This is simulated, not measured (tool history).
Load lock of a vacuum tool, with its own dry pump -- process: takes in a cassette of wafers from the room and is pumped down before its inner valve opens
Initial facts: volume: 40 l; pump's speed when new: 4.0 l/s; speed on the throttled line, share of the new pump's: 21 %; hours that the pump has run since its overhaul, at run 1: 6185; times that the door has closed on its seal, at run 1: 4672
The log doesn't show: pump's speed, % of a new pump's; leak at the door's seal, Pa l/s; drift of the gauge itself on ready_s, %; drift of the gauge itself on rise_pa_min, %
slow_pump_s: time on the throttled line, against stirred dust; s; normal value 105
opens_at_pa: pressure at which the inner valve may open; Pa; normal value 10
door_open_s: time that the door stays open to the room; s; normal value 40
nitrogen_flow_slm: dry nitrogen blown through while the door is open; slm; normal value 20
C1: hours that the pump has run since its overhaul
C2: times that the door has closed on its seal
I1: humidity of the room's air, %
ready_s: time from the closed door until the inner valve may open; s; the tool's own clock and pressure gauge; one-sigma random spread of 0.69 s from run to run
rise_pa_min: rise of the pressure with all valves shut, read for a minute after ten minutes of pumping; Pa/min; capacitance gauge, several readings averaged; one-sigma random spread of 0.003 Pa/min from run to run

run 1 hour=0.0 | slow_pump_s=105 opens_at_pa=10 door_open_s=40 nitrogen_flow_slm=20 | C1=6185 C2=4672 | I1=48.9 | ready_s=174.1 rise_pa_min=0.023
run 2 hour=154.3 | slow_pump_s=105 opens_at_pa=10 door_open_s=40 nitrogen_flow_slm=20 | C1=6339 C2=4879 | I1=44.5 | ready_s=175.6 rise_pa_min=0.022
run 3 hour=238.5 | slow_pump_s=105 opens_at_pa=10 door_open_s=40 nitrogen_flow_slm=20 | C1=6423 C2=4992 | I1=48.2 | ready_s=175.5 rise_pa_min=0.025
run 4 hour=408.1 | slow_pump_s=105 opens_at_pa=10 door_open_s=40 nitrogen_flow_slm=20 | C1=6593 C2=5219 | I1=45.8 | ready_s=174.8 rise_pa_min=0.021
run 5 hour=574.9 | slow_pump_s=89 opens_at_pa=10 door_open_s=40 nitrogen_flow_slm=20 | C1=6760 C2=5443 | I1=44.5 | ready_s=162.7 rise_pa_min=0.022
run 6 hour=777.6 | slow_pump_s=204 opens_at_pa=10 door_open_s=40 nitrogen_flow_slm=20 | C1=6962 C2=5715 | I1=43.9 | ready_s=253.4 rise_pa_min=0.019
run 7 hour=892.8 | slow_pump_s=204 opens_at_pa=10 door_open_s=40 nitrogen_flow_slm=20 | C1=7077 C2=5870 | I1=43.7 | ready_s=254.4 rise_pa_min=0.021
run 8 hour=983.6 | slow_pump_s=204 opens_at_pa=10 door_open_s=40 nitrogen_flow_slm=20 | C1=7168 C2=5992 | I1=43.5 | ready_s=254.4 rise_pa_min=0.026
run 9 hour=1079.5 | slow_pump_s=204 opens_at_pa=10 door_open_s=40 nitrogen_flow_slm=20 | C1=7264 C2=6121 | I1=42.9 | ready_s=253.0 rise_pa_min=0.019
run 10 hour=1172.7 | slow_pump_s=204 opens_at_pa=10 door_open_s=40 nitrogen_flow_slm=20 | C1=7357 C2=6246 | I1=48.6 | ready_s=253.8 rise_pa_min=0.023
run 11 hour=1372.4 | slow_pump_s=105 opens_at_pa=10 door_open_s=40 nitrogen_flow_slm=20 | C1=7557 C2=6514 | I1=43.6 | ready_s=175.0 rise_pa_min=0.019
run 12 hour=1539.3 | slow_pump_s=105 opens_at_pa=10 door_open_s=52 nitrogen_flow_slm=20 | C1=7724 C2=6738 | I1=42.2 | ready_s=175.5 rise_pa_min=0.021
run 13 hour=1714.1 | slow_pump_s=83 opens_at_pa=10 door_open_s=52 nitrogen_flow_slm=16 | C1=7899 C2=6973 | I1=42.9 | ready_s=157.8 rise_pa_min=0.027
run 14 hour=1856.0 | slow_pump_s=64 opens_at_pa=10 door_open_s=140 nitrogen_flow_slm=9 | C1=8041 C2=7163 | I1=45.6 | ready_s=142.8 rise_pa_min=0.049
run 15 hour=1965.9 | slow_pump_s=64 opens_at_pa=20 door_open_s=140 nitrogen_flow_slm=13 | C1=8151 C2=7311 | I1=40.8 | ready_s=135.0 rise_pa_min=0.036
run 16 hour=2059.5 | slow_pump_s=105 opens_at_pa=10 door_open_s=96 nitrogen_flow_slm=20 | C1=8244 C2=7436 | I1=44.7 | ready_s=175.6 rise_pa_min=0.031
run 17 hour=2216.2 | slow_pump_s=105 opens_at_pa=10 door_open_s=96 nitrogen_flow_slm=20 | C1=8401 C2=7647 | I1=48.2 | ready_s=175.2 rise_pa_min=0.033
run 18 hour=2403.2 | slow_pump_s=109 opens_at_pa=10 door_open_s=40 nitrogen_flow_slm=20 | C1=8588 C2=7898 | I1=48.4 | ready_s=178.0 rise_pa_min=0.025
run 19 hour=2586.7 | slow_pump_s=105 opens_at_pa=15 door_open_s=35 nitrogen_flow_slm=20 | C1=8771 C2=8144 | I1=44.2 | ready_s=172.0 rise_pa_min=0.021
run 20 hour=2771.3 | slow_pump_s=105 opens_at_pa=10 door_open_s=118 nitrogen_flow_slm=20 | C1=8956 C2=8392 | I1=42.4 | ready_s=176.3 rise_pa_min=0.032
run 21 hour=2973.5 | slow_pump_s=105 opens_at_pa=10 door_open_s=118 nitrogen_flow_slm=20 | C1=9158 C2=8663 | I1=42.7 | ready_s=176.2 rise_pa_min=0.032
run 22 hour=3109.0 | slow_pump_s=105 opens_at_pa=10 door_open_s=40 nitrogen_flow_slm=20 | C1=9294 C2=8845 | I1=46.6 | ready_s=174.9 rise_pa_min=0.030

Below are 4 alternative next runs, each starting from the tool's condition after run 22. Predict each:
run A hour=3266.9 | slow_pump_s=91 opens_at_pa=16 door_open_s=40 nitrogen_flow_slm=17 | C1=9452 C2=9057 | I1=44.6 | ready_s=? rise_pa_min=?
run B hour=3266.9 | slow_pump_s=105 opens_at_pa=16 door_open_s=204 nitrogen_flow_slm=10 | C1=9452 C2=9057 | I1=43.1 | ready_s=? rise_pa_min=?
run C hour=3266.9 | slow_pump_s=105 opens_at_pa=11 door_open_s=70 nitrogen_flow_slm=4 | C1=9452 C2=9057 | I1=43.7 | ready_s=? rise_pa_min=?
run D hour=3266.9 | slow_pump_s=94 opens_at_pa=10 door_open_s=40 nitrogen_flow_slm=20 | C1=9452 C2=9057 | I1=42.7 | ready_s=? rise_pa_min=?

run=A ready_s=159.4 rise_pa_min=0.028
run=B ready_s=169.8 rise_pa_min=0.045
run=C ready_s=173.7 rise_pa_min=0.039
run=D ready_s=166.8 rise_pa_min=0.022
What these runs would have given with no unlogged condition in the tool:
run=A ready_s=159.3 rise_pa_min=0.028
run=B ready_s=169.8 rise_pa_min=0.045
run=C ready_s=173.6 rise_pa_min=0.039
run=D ready_s=166.7 rise_pa_min=0.022
